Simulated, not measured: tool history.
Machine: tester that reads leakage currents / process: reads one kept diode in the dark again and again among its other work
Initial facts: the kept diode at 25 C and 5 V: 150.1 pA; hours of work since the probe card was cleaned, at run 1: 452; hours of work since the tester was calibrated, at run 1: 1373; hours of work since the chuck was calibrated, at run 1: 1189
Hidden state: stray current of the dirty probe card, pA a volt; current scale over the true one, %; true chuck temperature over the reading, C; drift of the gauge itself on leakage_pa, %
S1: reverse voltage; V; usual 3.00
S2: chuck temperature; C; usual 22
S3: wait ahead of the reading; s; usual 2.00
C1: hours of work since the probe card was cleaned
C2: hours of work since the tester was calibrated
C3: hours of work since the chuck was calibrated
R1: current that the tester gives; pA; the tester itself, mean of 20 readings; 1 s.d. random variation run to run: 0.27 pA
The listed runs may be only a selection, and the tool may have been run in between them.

{"run": 1, "hour": 0.0, "S1": 3.0, "S2": 22, "S3": 2.0, "C1": 452, "C2": 1373, "C3": 1189, "R1": 87.71}
{"run": 2, "hour": 84.9, "S1": 3.0, "S2": 22, "S3": 2.0, "C1": 488, "C2": 1408, "C3": 1225, "R1": 87.83}
{"run": 3, "hour": 182.0, "S1": 3.0, "S2": 22, "S3": 2.0, "C1": 528, "C2": 1449, "C3": 1266, "R1": 87.7}
{"run": 4, "hour": 280.3, "S1": 3.0, "S2": 22, "S3": 2.0, "C1": 569, "C2": 1490, "C3": 1307, "R1": 87.94}
{"run": 5, "hour": 363.0, "S1": 3.0, "S2": 22, "S3": 2.0, "C1": 604, "C2": 1525, "C3": 1342, "R1": 87.33}
{"run": 6, "hour": 425.0, "S1": 3.0, "S2": 22, "S3": 2.0, "C1": 630, "C2": 1551, "C3": 1368, "R1": 87.3}
{"run": 7, "hour": 504.2, "S1": 3.0, "S2": 22, "S3": 2.0, "C1": 663, "C2": 1584, "C3": 1401, "R1": 88.12}
{"run": 8, "hour": 561.7, "S1": 1.12, "S2": 22, "S3": 2.0, "C1": 687, "C2": 1608, "C3": 1425, "R1": 50.53}
{"run": 9, "hour": 642.9, "S1": 1.12, "S2": 22, "S3": 2.0, "C1": 721, "C2": 1642, "C3": 1459, "R1": 50.99}
{"run": 10, "hour": 733.5, "S1": 3.0, "S2": 23, "S3": 2.0, "C1": 759, "C2": 1680, "C3": 1497, "R1": 95.22}
{"run": 11, "hour": 793.7, "S1": 3.0, "S2": 22, "S3": 2.0, "C1": 785, "C2": 1705, "C3": 1522, "R1": 87.23}
{"hour": 846.0, "done": "chuck's temperature calibrated"}
{"run": 12, "hour": 879.6, "S1": 3.0, "S2": 33, "S3": 2.0, "C1": 820, "C2": 1741, "C3": 14, "R1": 218.48}
{"run": 13, "hour": 943.2, "S1": 3.0, "S2": 33, "S3": 2.0, "C1": 846, "C2": 1767, "C3": 41, "R1": 216.98}
{"run": 14, "hour": 992.3, "S1": 3.0, "S2": 33, "S3": 2.0, "C1": 867, "C2": 1788, "C3": 61, "R1": 217.28}
{"run": 15, "hour": 1056.3, "S1": 3.0, "S2": 33, "S3": 4.38, "C1": 894, "C2": 1815, "C3": 88, "R1": 217.98}
{"run": 16, "hour": 1105.0, "S1": 3.0, "S2": 48, "S3": 2.0, "C1": 914, "C2": 1835, "C3": 109, "R1": 679.94}
{"run": 17, "hour": 1186.1, "S1": 3.0, "S2": 48, "S3": 2.0, "C1": 948, "C2": 1869, "C3": 143, "R1": 683.34}
{"run": 18, "hour": 1269.2, "S1": 3.0, "S2": 22, "S3": 2.0, "C1": 983, "C2": 1904, "C3": 177, "R1": 87.58}
{"run": 19, "hour": 1313.8, "S1": 3.0, "S2": 44, "S3": 2.0, "C1": 1002, "C2": 1923, "C3": 196, "R1": 509.59}
{"run": 20, "hour": 1397.6, "S1": 3.0, "S2": 44, "S3": 2.0, "C1": 1037, "C2": 1958, "C3": 231, "R1": 506.97}
{"run": 21, "hour": 1465.0, "S1": 10.13, "S2": 28, "S3": 5.68, "C1": 1065, "C2": 1986, "C3": 259, "R1": 285.83}
{"run": 22, "hour": 1517.0, "S1": 2.43, "S2": 59, "S3": 5.68, "C1": 1087, "C2": 2008, "C3": 281, "R1": 1309.09}
{"run": 23, "hour": 1569.9, "S1": 6.56, "S2": 59, "S3": 5.68, "C1": 1109, "C2": 2030, "C3": 303, "R1": 2272.15}
{"run": 24, "hour": 1640.4, "S1": 6.56, "S2": 59, "S3": 5.68, "C1": 1139, "C2": 2059, "C3": 333, "R1": 2277.79}
{"run": 25, "hour": 1748.7, "S1": 6.56, "S2": 59, "S3": 5.68, "C1": 1184, "C2": 2105, "C3": 378, "R1": 2268.05}
{"run": 26, "hour": 1846.5, "S1": 3.83, "S2": 31, "S3": 5.68, "C1": 1225, "C2": 2146, "C3": 419, "R1": 213.48}
{"run": 27, "hour": 1921.6, "S1": 8.56, "S2": 55, "S3": 0.83, "C1": 1257, "C2": 2177, "C3": 451, "R1": 1996.92}
{"run": 28, "hour": 2022.1, "S1": 5.75, "S2": 51, "S3": 2.0, "C1": 1299, "C2": 2219, "C3": 493, "R1": 1217.22}
{"run": 29, "hour": 2113.8, "S1": 5.75, "S2": 51, "S3": 2.0, "C1": 1337, "C2": 2258, "C3": 531, "R1": 1205.97}
{"run": 30, "hour": 2158.8, "S1": 5.75, "S2": 51, "S3": 2.0, "C1": 1356, "C2": 2277, "C3": 550, "R1": 1206.11}
{"run": 31, "hour": 2269.7, "S1": 1.37, "S2": 47, "S3": 0.87, "C1": 1402, "C2": 2323, "C3": 597, "R1": 408.06}
{"run": 32, "hour": 2342.4, "S1": 1.37, "S2": 47, "S3": 0.87, "C1": 1433, "C2": 2354, "C3": 627, "R1": 413.11}
{"run": 33, "hour": 2416.5, "S1": 8.0, "S2": 51, "S3": 1.25, "C1": 1464, "C2": 2385, "C3": 658, "R1": 1445.01}
{"run": 34, "hour": 2495.0, "S1": 2.68, "S2": 20, "S3": 2.2, "C1": 1497, "C2": 2418, "C3": 691, "R1": 69.52}
{"run": 35, "hour": 2605.7, "S1": 2.68, "S2": 20, "S3": 2.2, "C1": 1543, "C2": 2464, "C3": 738, "R1": 69.52}
{"run": 36, "hour": 2676.2, "S1": 3.0, "S2": 52, "S3": 7.79, "C1": 1573, "C2": 2494, "C3": 767, "R1": 903.32}
{"run": 37, "hour": 2770.4, "S1": 12.81, "S2": 52, "S3": 8.63, "C1": 1612, "C2": 2533, "C3": 807, "R1": 2021.76}
{"run": 38, "hour": 2871.3, "S1": 12.81, "S2": 52, "S3": 8.63, "C1": 1655, "C2": 2575, "C3": 849, "R1": 2023.47}
{"run": 39, "hour": 2979.1, "S1": 12.81, "S2": 52, "S3": 8.63, "C1": 1700, "C2": 2621, "C3": 894, "R1": 2020.15}

Below are 4 alternative next runs, each starting from the tool's condition after run 39. Predict each:
{"run": "A", "hour": 3085.2, "S1": 18.0, "S2": 22, "S3": 3.93, "C1": 1744, "C2": 2665, "C3": 939, "R1": "?"}
{"run": "B", "hour": 3085.2, "S1": 4.01, "S2": 32, "S3": 8.63, "C1": 1744, "C2": 2665, "C3": 939, "R1": "?"}
{"run": "C", "hour": 3085.2, "S1": 7.15, "S2": 52, "S3": 8.63, "C1": 1744, "C2": 2665, "C3": 939, "R1": "?"}
{"run": "D", "hour": 3085.2, "S1": 3.81, "S2": 26, "S3": 0.68, "C1": 1744, "C2": 2665, "C3": 939, "R1": "?"}

run=A R1=237.92
run=B R1=235.99
run=C R1=1473.06
run=D R1=140.55
Without the tool's hidden state the same runs would have given:
run=A R1=237.70
run=B R1=236.34
run=C R1=1475.74
run=D R1=140.71

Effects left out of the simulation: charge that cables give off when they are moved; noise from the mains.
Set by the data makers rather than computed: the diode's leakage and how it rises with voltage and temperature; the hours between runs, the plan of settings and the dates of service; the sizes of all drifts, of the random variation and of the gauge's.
